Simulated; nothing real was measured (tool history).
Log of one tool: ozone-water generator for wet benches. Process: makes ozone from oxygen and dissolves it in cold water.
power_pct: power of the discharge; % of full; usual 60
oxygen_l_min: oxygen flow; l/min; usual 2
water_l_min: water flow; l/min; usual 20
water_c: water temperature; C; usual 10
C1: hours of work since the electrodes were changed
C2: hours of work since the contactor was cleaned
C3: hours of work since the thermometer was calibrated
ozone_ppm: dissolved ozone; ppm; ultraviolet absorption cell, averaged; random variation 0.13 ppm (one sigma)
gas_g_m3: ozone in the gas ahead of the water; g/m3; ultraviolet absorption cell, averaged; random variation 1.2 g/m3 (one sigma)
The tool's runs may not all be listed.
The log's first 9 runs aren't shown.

run 10 hour=281.4 | power_pct=60 oxygen_l_min=2 water_l_min=20 water_c=10 | C1=1322 C2=867 C3=569 | ozone_ppm=14.3 gas_g_m3=208.8
run 11 hour=324.1 | power_pct=60 oxygen_l_min=2 water_l_min=20 water_c=10 | C1=1355 C2=900 C3=602 | ozone_ppm=14.1 gas_g_m3=209
run 12 hour=356.6 | power_pct=60 oxygen_l_min=2 water_l_min=20 water_c=10 | C1=1380 C2=926 C3=627 | ozone_ppm=14.1 gas_g_m3=208.5
run 13 hour=403.5 | power_pct=60 oxygen_l_min=2 water_l_min=20 water_c=10 | C1=1417 C2=962 C3=664 | ozone_ppm=14.1 gas_g_m3=209.3
run 14 hour=429.1 | power_pct=60 oxygen_l_min=2 water_l_min=20 water_c=10 | C1=1436 C2=982 C3=684 | ozone_ppm=14.2 gas_g_m3=208.6
run 15 hour=464.9 | power_pct=60 oxygen_l_min=2 water_l_min=20 water_c=6 | C1=1464 C2=1010 C3=712 | ozone_ppm=14.4 gas_g_m3=208.5
run 16 hour=489.2 | power_pct=60 oxygen_l_min=2 water_l_min=20 water_c=6 | C1=1483 C2=1029 C3=731 | ozone_ppm=14.4 gas_g_m3=208.6
run 17 hour=539.9 | power_pct=73 oxygen_l_min=2 water_l_min=20 water_c=9 | C1=1523 C2=1068 C3=770 | ozone_ppm=16.7 gas_g_m3=245.4
run 18 hour=575.2 | power_pct=60 oxygen_l_min=1.21 water_l_min=15 water_c=9 | C1=1550 C2=1096 C3=798 | ozone_ppm=15.2 gas_g_m3=252.9
run 19 hour=601.6 | power_pct=60 oxygen_l_min=3.3 water_l_min=20 water_c=8 | C1=1571 C2=1116 C3=818 | ozone_ppm=17.2 gas_g_m3=172.9
run 20 hour=652.5 | power_pct=64 oxygen_l_min=3.3 water_l_min=20 water_c=5 | C1=1610 C2=1156 C3=858 | ozone_ppm=18.7 gas_g_m3=182
run 21 hour=691.4 | power_pct=93 oxygen_l_min=1.76 water_l_min=20 water_c=10 | C1=1640 C2=1186 C3=888 | ozone_ppm=19.3 gas_g_m3=311.2

Forecast run 22:
run 22 hour=740.7 | power_pct=93 oxygen_l_min=1.76 water_l_min=20 water_c=10 | C1=1679 C2=1224 C3=926 | ozone_ppm=? gas_g_m3=?

Run 22 gave ozone_ppm 18.9 ppm, gas_g_m3 317.5 g/m3.
Without the tool's hidden state the same run would have given ozone_ppm 19 ppm, gas_g_m3 317.6 g/m3.

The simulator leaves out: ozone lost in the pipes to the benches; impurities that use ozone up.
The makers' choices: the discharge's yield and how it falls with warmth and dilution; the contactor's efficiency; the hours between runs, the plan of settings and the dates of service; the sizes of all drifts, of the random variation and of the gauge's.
